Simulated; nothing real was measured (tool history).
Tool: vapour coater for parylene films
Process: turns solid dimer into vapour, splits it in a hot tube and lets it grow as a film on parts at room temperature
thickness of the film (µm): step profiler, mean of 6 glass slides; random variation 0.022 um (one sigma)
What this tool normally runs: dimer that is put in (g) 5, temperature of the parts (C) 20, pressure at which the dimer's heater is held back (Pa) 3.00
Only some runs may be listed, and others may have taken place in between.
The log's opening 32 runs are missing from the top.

run    hour  dimer that is put in (g)  temperature of the parts (C)  pressure at which the dimer's heater is held back (Pa)  thickness of the film (µm)
 33   978.0                         3                            25                                                    4.04                        0.50
 34  1023.0                         3                            25                                                    7.58                        0.46
     1047.0  -- trap's valve overhauled
 35  1047.6                         2                            16                                                    5.09                        0.49
 36  1087.7                         5                            20                                                    3.00                        1.13
 37  1106.7                         4                            26                                                    3.00                        0.79
 38  1127.9                         5                            15                                                    3.00                        1.31
 39  1165.6                         5                            23                                                    7.33                        0.97
 40  1208.7                         5                            23                                                    7.33                        0.94
 41  1229.8                         5                            23                                                    7.33                        0.96
 42  1268.4                         8                            15                                                   10.38                        1.81
 43  1311.7                         8                            15                                                   10.38                        1.78
 44  1340.6                         7                            15                                                    2.60                        1.68
 45  1361.2                         8                            29                                                    5.39                        1.28
 46  1395.4                         8                            29                                                    5.39                        1.25
 47  1420.1                         8                            29                                                    5.39                        1.22
 48  1451.5                         3                            28                                                   11.03                        0.45

Forecast each of these 3 alternatives for the next run:
  A  1473.7                         4                            20                                                    3.00                           ?
  B  1473.7                         4                            28                                                    4.59                           ?
  C  1473.7                         3                            28                                                   10.37                           ?

run  thickness of the film (µm)
  A                        0.80
  B                        0.65
  C                        0.45
What these runs would have given with no unlogged condition in the tool:
run  thickness of the film (µm)
  A                        0.88
  B                        0.71
  C                        0.50
